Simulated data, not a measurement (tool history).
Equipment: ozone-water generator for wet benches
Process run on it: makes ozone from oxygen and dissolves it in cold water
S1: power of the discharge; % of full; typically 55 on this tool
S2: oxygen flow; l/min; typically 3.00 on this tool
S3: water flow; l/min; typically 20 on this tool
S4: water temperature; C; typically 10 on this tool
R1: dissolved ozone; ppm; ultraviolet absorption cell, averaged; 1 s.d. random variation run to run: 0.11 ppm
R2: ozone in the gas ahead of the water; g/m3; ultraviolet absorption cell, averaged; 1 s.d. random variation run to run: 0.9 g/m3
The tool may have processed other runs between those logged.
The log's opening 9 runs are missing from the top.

run,hour,S1,S2,S3,S4,R1,R2
10,1061.3,45,3.00,20,10,7.2,124.1
11,1174.9,45,3.00,20,10,7.3,122.4
12,1319.5,93,3.00,20,10,10.6,182.1
13,1447.6,55,3.00,20,10,7.8,135.7
14,1527.8,44,3.00,20,10,6.8,121.6
15,1686.5,44,3.00,20,10,6.9,120.1
16,1853.4,55,3.00,23,10,7.0,134.8
17,1974.3,65,3.00,26,10,6.5,145.6
18,2113.6,55,2.48,27,8,5.4,146.8
19,2188.5,83,3.00,20,10,9.4,165.4
20,2306.3,55,1.53,22,10,5.4,179.1
21,2443.3,55,1.53,22,10,5.6,181.1
22,2603.8,55,1.57,22,9,5.4,177.7
23,2684.2,41,3.00,18,13,6.8,115.1
# hour 2694.3: water thermometer calibrated
24,2790.7,54,1.64,24,12,5.0,171.5
25,2883.7,54,1.64,24,12,5.1,172.7
26,3017.2,43,4.99,15,12,8.9,93.3
27,3179.4,46,3.64,15,12,9.1,109.5
28,3312.5,47,3.00,18,11,7.5,121.2
29,3478.2,47,3.00,18,11,7.4,119.8
30,3616.9,47,3.00,18,11,7.2,119.8
# hour 3668.4: water thermometer calibrated, once more
31,3713.7,49,3.00,18,11,7.3,123.1
32,3822.3,49,3.00,18,11,7.6,120.8

Here are 3 independent what-if runs from the current tool condition. What would each one return?
# hour 3902.9: contactor cleaned
A,3943.5,49,3.00,28,11,?,?
# hour 3902.9: contactor cleaned
B,3943.5,62,2.10,18,11,?,?
# hour 3902.9: contactor cleaned
C,3943.5,84,1.55,20,7,?,?

run,R1,R2
A,5.3,122.4
B,8.5,159.0
C,8.0,212.3
With no hidden state in the tool, these same runs would have given:
run,R1,R2
A,6.1,141.1
B,10.0,187.8
C,9.8,258.1

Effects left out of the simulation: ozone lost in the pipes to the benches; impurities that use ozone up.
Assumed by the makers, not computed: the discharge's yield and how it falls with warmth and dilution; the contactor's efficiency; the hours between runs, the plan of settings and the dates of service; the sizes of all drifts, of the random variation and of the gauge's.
